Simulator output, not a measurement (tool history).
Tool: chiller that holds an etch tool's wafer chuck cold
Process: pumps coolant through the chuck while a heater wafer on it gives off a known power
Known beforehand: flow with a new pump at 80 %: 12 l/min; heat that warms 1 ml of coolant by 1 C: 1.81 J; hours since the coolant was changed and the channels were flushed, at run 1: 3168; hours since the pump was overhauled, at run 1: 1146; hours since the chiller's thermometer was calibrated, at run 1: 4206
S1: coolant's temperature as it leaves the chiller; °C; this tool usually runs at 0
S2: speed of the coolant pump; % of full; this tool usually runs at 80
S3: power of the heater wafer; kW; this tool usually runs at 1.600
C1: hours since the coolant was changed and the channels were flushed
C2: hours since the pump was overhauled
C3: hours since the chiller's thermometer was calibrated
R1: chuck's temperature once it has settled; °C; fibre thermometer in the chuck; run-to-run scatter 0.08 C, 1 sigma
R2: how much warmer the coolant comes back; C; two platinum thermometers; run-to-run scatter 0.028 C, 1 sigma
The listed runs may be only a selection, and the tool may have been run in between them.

run   hour  S1  S2     S3    C1    C2    C3     R1    R2
  1    0.0   0  80  1.600  3168  1146  4206  11.10  4.39
  2   20.3   0  80  1.600  3189  1166  4226  11.14  4.43
  3   52.1   0  80  1.600  3221  1198  4258  11.18  4.38
  4   70.8   0  80  1.600  3239  1217  4277  11.21  4.44
  5  103.4   3  80  1.600  3272  1249  4309  14.17  4.40
  6  134.0   3  80  1.600  3302  1280  4340  14.09  4.45
  7  170.4   3  80  1.600  3339  1316  4376  14.24  4.45
  8  208.0   3  80  1.600  3377  1354  4414  14.13  4.41
     239.8  -- chiller's thermometer calibrated
  9  242.3  -1  78  1.600  3410  1387     3  10.41  4.62
 10  269.6   0  82  1.600  3437  1415    30  10.94  4.32

What will run 11 give?
 11  285.2   0  89  1.317  3453  1430  45   ?   ?

{"run 11": {"R1": 8.49, "R2": 3.18}}
Were there no unlogged condition in the tool, this run, its random variation unchanged, would have produced R1 8.64 °C, R2 3.18 C.
